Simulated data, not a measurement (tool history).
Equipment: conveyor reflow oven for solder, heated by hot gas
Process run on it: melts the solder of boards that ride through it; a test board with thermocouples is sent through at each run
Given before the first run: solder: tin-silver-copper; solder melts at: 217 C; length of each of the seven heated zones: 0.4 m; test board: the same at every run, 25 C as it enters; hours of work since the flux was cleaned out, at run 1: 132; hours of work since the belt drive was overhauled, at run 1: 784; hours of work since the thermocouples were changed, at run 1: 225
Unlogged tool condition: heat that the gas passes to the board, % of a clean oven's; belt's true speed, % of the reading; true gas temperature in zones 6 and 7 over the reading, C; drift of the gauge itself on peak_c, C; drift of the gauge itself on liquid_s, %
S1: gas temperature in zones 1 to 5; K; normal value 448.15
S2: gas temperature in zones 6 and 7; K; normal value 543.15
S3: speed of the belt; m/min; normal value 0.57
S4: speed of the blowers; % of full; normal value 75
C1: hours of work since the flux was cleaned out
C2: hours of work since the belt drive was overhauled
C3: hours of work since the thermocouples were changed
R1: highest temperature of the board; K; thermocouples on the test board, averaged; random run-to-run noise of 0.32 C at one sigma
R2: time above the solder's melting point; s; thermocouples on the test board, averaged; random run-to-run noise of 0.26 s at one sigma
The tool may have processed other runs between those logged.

run	day	S1	S2	S3	S4	C1	C2	C3	R1	R2
1	0	448.15	543.15	0.57	75	132	784	225	528.05	67.1
2	0.492	448.15	543.15	0.57	75	137	790	230	527.75	67.1
3	0.962	448.15	543.15	0.57	75	143	795	236	528.55	66.6
# day 1.746: belt drive overhauled, speed set with a stopwatch
4	1.95	448.15	543.15	0.536	75	152	2	245	528.95	71.4
5	2.383	448.15	543.15	0.536	75	157	7	250	529.45	70.8
6	3.054	448.15	543.15	0.536	75	165	15	258	529.15	71
7	3.542	448.15	543.15	0.57	75	170	20	263	527.35	64.9
8	4.429	448.15	543.15	0.57	75	180	31	273	527.25	64.8
# day 4.721: flux residue cleaned out of gas plates and filters
9	5.262	448.15	543.15	0.57	75	6	38	280	527.15	64.3
10	6.146	448.15	543.15	0.57	67	16	48	290	524.95	62.2
11	7.025	448.15	548.15	0.475	75	26	58	300	536.65	86.4

Predict the results of run 12:
12	7.488	448.15	535.15	0.57	51	32	63	306	?	?

{"run 12": {"R1": 512.35, "R2": 48}}
Had the tool carried no hidden state, the very same run would have given R1 514.05 K, R2 50.6 s.
